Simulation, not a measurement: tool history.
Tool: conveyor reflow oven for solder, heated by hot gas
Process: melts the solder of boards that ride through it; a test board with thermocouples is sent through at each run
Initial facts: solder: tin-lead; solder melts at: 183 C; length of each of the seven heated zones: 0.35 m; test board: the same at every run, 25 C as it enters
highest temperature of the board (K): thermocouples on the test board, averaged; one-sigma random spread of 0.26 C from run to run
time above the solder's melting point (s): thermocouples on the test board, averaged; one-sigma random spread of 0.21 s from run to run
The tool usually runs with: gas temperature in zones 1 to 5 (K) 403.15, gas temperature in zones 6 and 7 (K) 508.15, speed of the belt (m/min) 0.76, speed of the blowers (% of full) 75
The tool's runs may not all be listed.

run   hour  gas temperature in zones 1 to 5 (K)  gas temperature in zones 6 and 7 (K)  speed of the belt (m/min)  speed of the blowers (% of full)  highest temperature of the board (K)  time above the solder's melting point (s)
  1      0                               403.15                                508.15                       0.76                                75                                488.05                                       37.9
  2    8.7                               403.15                                508.15                       0.76                                75                                488.35                                       37.9
  3   14.6                               403.15                                508.15                       0.76                                75                                488.45                                       37.9
  4   21.5                               398.15                                508.15                       0.76                                75                                487.15                                       36.4
  5   27.7                               398.15                                508.15                       0.76                                75                                486.75                                       36.2
  6   33.4                               403.15                                508.15                       0.76                                75                                488.55                                       37.9
  7     43                               401.15                                508.15                       0.76                                75                                487.75                                       37.2
  8   49.9                               401.15                                508.15                       0.76                                68                                485.55                                         35
  9   54.9                               401.15                                508.15                       0.76                                68                                485.25                                       35.1
 10   60.3                               401.15                                508.15                       0.76                                68                                484.85                                       35.1
 11     66                               403.15                                508.15                       0.76                                75                                488.35                                       37.9
 12   75.4                               403.15                                508.15                       0.76                                75                                488.25                                       38.2
 13   83.2                               403.15                                508.15                       0.76                                75                                487.95                                       37.7
 14     89                               403.15                                508.15                       0.76                                75                                488.45                                       37.8
 15   97.5                               403.15                                508.15                       0.76                                75                                487.75                                       37.7
 16  105.3                               398.15                                508.15                      0.775                                63                                481.95                                       30.4
 17  109.5                               389.15                                522.15                      0.639                                75                                504.25                                       52.1
 18  115.4                               412.15                                508.15                      0.774                                83                                491.95                                       41.5
 19  123.4                               412.15                                501.15                       0.89                                83                                481.15                                       29.9
 20  131.7                               398.15                                512.15                      0.738                                61                                485.25                                       35.5
 21  141.3                               412.15                                508.15                      0.893                                62                                478.15                                       25.9
 22  145.7                               412.15                                499.15                      0.786                                62                                476.35                                       29.1
 23  151.4                               403.15                                518.15                      0.687                                75                                499.85                                       48.9
 24  159.5                               403.15                                518.15                      0.687                                75                                500.05                                       49.1
 25  167.9                               403.15                                518.15                      0.687                                75                                500.15                                       48.9
 26  177.4                               403.15                                518.15                      0.687                                75                                499.75                                       49.3
 27  184.1                               403.15                                508.15                       0.76                                58                                480.75                                       31.5
 28  193.4                               402.15                                508.15                       0.68                                68                                488.85                                       43.3
 29    201                               403.15                                502.15                      0.641                                75                                488.15                                       46.2
 30  209.8                               403.15                                502.15                      0.641                                72                                487.15                                       45.3

4 options for the next run, each taken on its own from the tool as it stands now. Forecast them:
  A  213.8                               412.15                                507.15                      0.641                                72                                     ?                                          ?
  B  213.8                               390.15                                498.15                      0.735                                75                                     ?                                          ?
  C  213.8                               403.15                                508.15                       0.82                                75                                     ?                                          ?
  D  213.8                               403.15                                516.15                      0.802                                66                                     ?                                          ?

run  highest temperature of the board (K)  time above the solder's melting point (s)
  A                                492.95                                       51.5
  B                                477.75                                         29
  C                                484.95                                       32.8
  D                                488.25                                       35.3
The same runs, with their run-to-run variation unchanged, on a tool lacking any hidden condition would have given:
run  highest temperature of the board (K)  time above the solder's melting point (s)
  A                                493.75                                       51.9
  B                                479.15                                       30.4
  C                                486.55                                       33.7
  D                                489.75                                       36.1
